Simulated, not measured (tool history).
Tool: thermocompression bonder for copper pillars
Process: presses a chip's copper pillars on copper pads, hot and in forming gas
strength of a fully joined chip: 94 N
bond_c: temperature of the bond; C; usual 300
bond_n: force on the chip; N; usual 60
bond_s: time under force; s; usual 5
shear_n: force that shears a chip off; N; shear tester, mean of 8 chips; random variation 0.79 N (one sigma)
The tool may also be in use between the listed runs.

{"run": 1, "hour": 0.0, "bond_c": 300, "bond_n": 60, "bond_s": 5, "shear_n": 60.7}
{"run": 2, "hour": 61.4, "bond_c": 300, "bond_n": 60, "bond_s": 5, "shear_n": 61.4}
{"run": 3, "hour": 140.9, "bond_c": 300, "bond_n": 60, "bond_s": 5, "shear_n": 57.8}
{"hour": 210.6, "done": "forming gas filter changed"}
{"run": 4, "hour": 226.7, "bond_c": 300, "bond_n": 60, "bond_s": 5, "shear_n": 61.3}
{"run": 5, "hour": 276.5, "bond_c": 300, "bond_n": 60, "bond_s": 5, "shear_n": 59.3}
{"run": 6, "hour": 322.2, "bond_c": 300, "bond_n": 60, "bond_s": 5, "shear_n": 59.3}
{"hour": 331.5, "done": "heater calibrated with a thermocouple chip"}
{"run": 7, "hour": 381.1, "bond_c": 300, "bond_n": 60, "bond_s": 5, "shear_n": 56.8}
{"run": 8, "hour": 456.3, "bond_c": 300, "bond_n": 48, "bond_s": 4, "shear_n": 44.7}
{"run": 9, "hour": 520.3, "bond_c": 291, "bond_n": 38, "bond_s": 4, "shear_n": 29.6}

The next listed run, before its measurement:
{"hour": 549.1, "done": "forming gas filter changed"}
{"run": 10, "hour": 600.5, "bond_c": 327, "bond_n": 36, "bond_s": 10, "shear_n": "?"}

{"run 10": {"shear_n": 60.2}}
Without the tool's hidden state the same run would have given shear_n 64.6 N.
